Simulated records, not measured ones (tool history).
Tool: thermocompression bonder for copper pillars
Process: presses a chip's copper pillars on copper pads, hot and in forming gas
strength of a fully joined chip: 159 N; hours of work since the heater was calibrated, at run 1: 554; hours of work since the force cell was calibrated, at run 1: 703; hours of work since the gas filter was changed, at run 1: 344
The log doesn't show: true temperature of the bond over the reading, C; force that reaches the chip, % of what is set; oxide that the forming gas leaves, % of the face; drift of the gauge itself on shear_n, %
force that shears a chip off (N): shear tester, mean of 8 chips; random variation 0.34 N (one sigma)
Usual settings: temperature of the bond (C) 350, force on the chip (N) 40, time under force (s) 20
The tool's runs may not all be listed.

run   hour  temperature of the bond (C)  force on the chip (N)  time under force (s)  hours of work since the heater was calibrated  hours of work since the force cell was calibrated  hours of work since the gas filter was changed  force that shears a chip off (N)
  1    0.0                          350                     40                    20                                            554                                                703                                             344                              80.3
  2    7.3                          332                     40                    20                                            560                                                709                                             350                              71.0
  3   20.4                          377                     40                    20                                            570                                                719                                             360                              94.6
  4   29.0                          325                     40                    20                                            577                                                726                                             367                              67.8
  5   43.9                          325                     40                    20                                            589                                                738                                             379                              67.4
  6   55.3                          325                     40                    20                                            598                                                747                                             388                              67.4
  7   63.0                          350                     52                    20                                            604                                                753                                             394                             100.8
  8   71.8                          350                     52                    20                                            611                                                760                                             401                             101.4
  9   87.1                          350                     40                    20                                            623                                                772                                             413                              80.6
 10   96.5                          350                     40                    43                                            630                                                779                                             420                             103.0
 11  113.2                          350                     40                    20                                            644                                                792                                             433                              80.3
 12  130.5                          350                     40                    20                                            657                                                806                                             447                              80.9
     134.2  -- force cell calibrated
 13  149.0                          350                     40                    20                                            671                                                 12                                             460                              80.5
 14  165.7                          350                     33                    20                                            684                                                 25                                             474                              66.6
 15  174.5                          350                     40                    20                                            691                                                 32                                             480                              80.7
 16  184.0                          350                     40                    20                                            698                                                 39                                             488                              81.0
     185.6  -- forming gas filter changed
 17  200.5                          350                     40                    20                                            711                                                 52                                              12                              81.5
 18  216.4                          350                     40                    20                                            723                                                 64                                              24                              81.1
 19  225.9                          350                     40                    20                                            731                                                 72                                              32                              81.3
 20  233.4                          350                     40                    20                                            737                                                 78                                              38                              81.6
 21  245.4                          341                     51                    53                                            746                                                 87                                              47                             122.6
 22  259.8                          350                     40                    24                                            758                                                 99                                              59                              86.7
 23  269.6                          350                     40                    12                                            765                                                106                                              66                              68.0
 24  279.5                          350                     40                    12                                            773                                                114                                              74                              68.2
 25  294.2                          350                     40                    12                                            785                                                126                                              86                              67.1
 26  302.0                          350                     40                    12                                            791                                                132                                              92                              67.3
 27  311.2                          350                     40                    12                                            798                                                139                                              99                              67.8
 28  327.5                          350                     48                    49                                            811                                                152                                             112                             121.8
 29  344.4                          350                     48                    49                                            824                                                165                                             125                             122.5
 30  359.4                          373                     56                    12                                            836                                                177                                             137                             106.1
 31  373.3                          373                     33                    12                                            847                                                188                                             148                              65.4
 32  385.8                          337                     52                    37                                            857                                                198                                             158                             112.6
 33  396.7                          321                     37                    20                                            866                                                207                                             167                              61.1
 34  410.6                          321                     36                    20                                            877                                                218                                             178                              59.0
 35  421.0                          321                     36                    20                                            885                                                226                                             186                              59.6
 36  428.2                          321                     36                    20                                            891                                                232                                             191                              58.8
 37  439.4                          372                     27                    20                                            899                                                240                                             200                              64.5
 38  452.3                          372                     48                    10                                            910                                                251                                             210                              88.8

Forecast run 39:
 39  464.9                          360                     51                    10                                            920                                                261                                             220                                 ?

force that shears a chip off (N): 86.5
Without the tool's hidden state the same run would have given force that shears a chip off (N) 84.8.
